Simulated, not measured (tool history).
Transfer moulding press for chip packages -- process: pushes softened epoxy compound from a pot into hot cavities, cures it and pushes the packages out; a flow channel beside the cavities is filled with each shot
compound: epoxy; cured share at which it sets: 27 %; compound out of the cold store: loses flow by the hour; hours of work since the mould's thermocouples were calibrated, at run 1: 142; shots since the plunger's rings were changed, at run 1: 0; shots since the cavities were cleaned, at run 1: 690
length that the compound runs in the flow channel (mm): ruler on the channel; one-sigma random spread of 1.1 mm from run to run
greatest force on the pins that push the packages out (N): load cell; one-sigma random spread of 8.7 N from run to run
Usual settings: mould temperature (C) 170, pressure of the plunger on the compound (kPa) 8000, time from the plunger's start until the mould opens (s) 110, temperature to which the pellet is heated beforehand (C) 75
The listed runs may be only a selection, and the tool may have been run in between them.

run	day	mould temperature (C)	pressure of the plunger on the compound (kPa)	time from the plunger's start until the mould opens (s)	temperature to which the pellet is heated beforehand (C)	hours of work since the mould's thermocouples were calibrated	shots since the plunger's rings were changed	shots since the cavities were cleaned	incoming compound's hours out of the cold store	length that the compound runs in the flow channel (mm)	greatest force on the pins that push the packages out (N)
1	0.000	170	8000	110	75	142	0	690	20.7	633	708
# day 0.358: cavities cleaned with cleaning compound and waxed
2	0.417	170	8000	110	75	149	109	19	45.3	563	397
3	1.083	170	8000	110	75	161	312	222	44.8	564	505
4	1.842	170	8000	110	75	176	545	455	21.5	630	645
5	2.388	170	8000	110	67	186	713	623	40.9	574	664
# day 2.933: cavities cleaned with cleaning compound and waxed
6	3.121	170	6560	110	75	198	918	58	23.7	561	437
7	3.558	170	6560	110	75	207	1053	193	17.3	578	523
8	4.229	170	8000	110	75	219	1258	398	9.0	662	632
9	4.650	170	8000	110	75	227	1387	527	35.3	586	648
10	5.062	170	7380	110	75	235	1513	653	29.8	576	682
# day 5.504: cavities cleaned with cleaning compound and waxed
11	5.654	170	8000	110	75	245	1676	46	32.2	591	437
12	6.379	170	8000	110	75	258	1899	269	35.8	580	555
13	7.112	170	8000	110	75	272	2124	494	21.9	619	652
14	7.729	170	8000	110	75	283	2312	682	21.4	618	710
# day 8.079: cavities cleaned with cleaning compound and waxed
# day 8.617: plunger's sealing rings changed
15	8.654	170	6670	110	80	298	11	145	29.1	556	461
16	9.042	168	6260	98	68	305	129	263	41.4	515	722
17	9.533	176	7960	110	75	314	281	415	18.1	617	517
18	10.138	176	7960	124	83	325	465	599	23.7	599	552
19	10.562	173	6180	110	72	333	595	729	16.3	556	636
# day 10.779: cavities cleaned with cleaning compound and waxed
20	11.033	173	6180	110	72	341	722	79	16.3	554	418
21	11.796	163	8000	147	75	355	955	312	36.5	610	582
22	12.121	174	8420	110	75	361	1054	411	23.1	622	556
23	12.458	174	8420	110	75	368	1158	515	45.8	559	566
24	12.812	168	9790	110	75	374	1267	624	40.6	640	757
25	13.246	168	9790	110	75	382	1399	756	35.9	655	806
# day 13.338: cavities cleaned with cleaning compound and waxed
26	14.021	170	8000	149	85	396	1619	210	12.1	651	442
27	14.667	174	8830	106	71	408	1816	407	22.3	637	565
28	15.250	170	7250	110	70	419	1995	586	12.8	616	701

Here are 3 independent what-if runs from the current tool condition. What would each one return?
A	15.729	170	9140	110	85	428	2142	733	17.7	?	?
B	15.729	170	8000	110	67	428	2142	733	16.5	?	?
C	15.729	170	9500	110	70	428	2142	733	16.7	?	?

run	length that the compound runs in the flow channel (mm)	greatest force on the pins that push the packages out (N)
A	673	751
B	636	766
C	691	733
Take away the tool's hidden state, keep each run's random variation, and the runs would have read:
run	length that the compound runs in the flow channel (mm)	greatest force on the pins that push the packages out (N)
A	681	395
B	644	402
C	700	385

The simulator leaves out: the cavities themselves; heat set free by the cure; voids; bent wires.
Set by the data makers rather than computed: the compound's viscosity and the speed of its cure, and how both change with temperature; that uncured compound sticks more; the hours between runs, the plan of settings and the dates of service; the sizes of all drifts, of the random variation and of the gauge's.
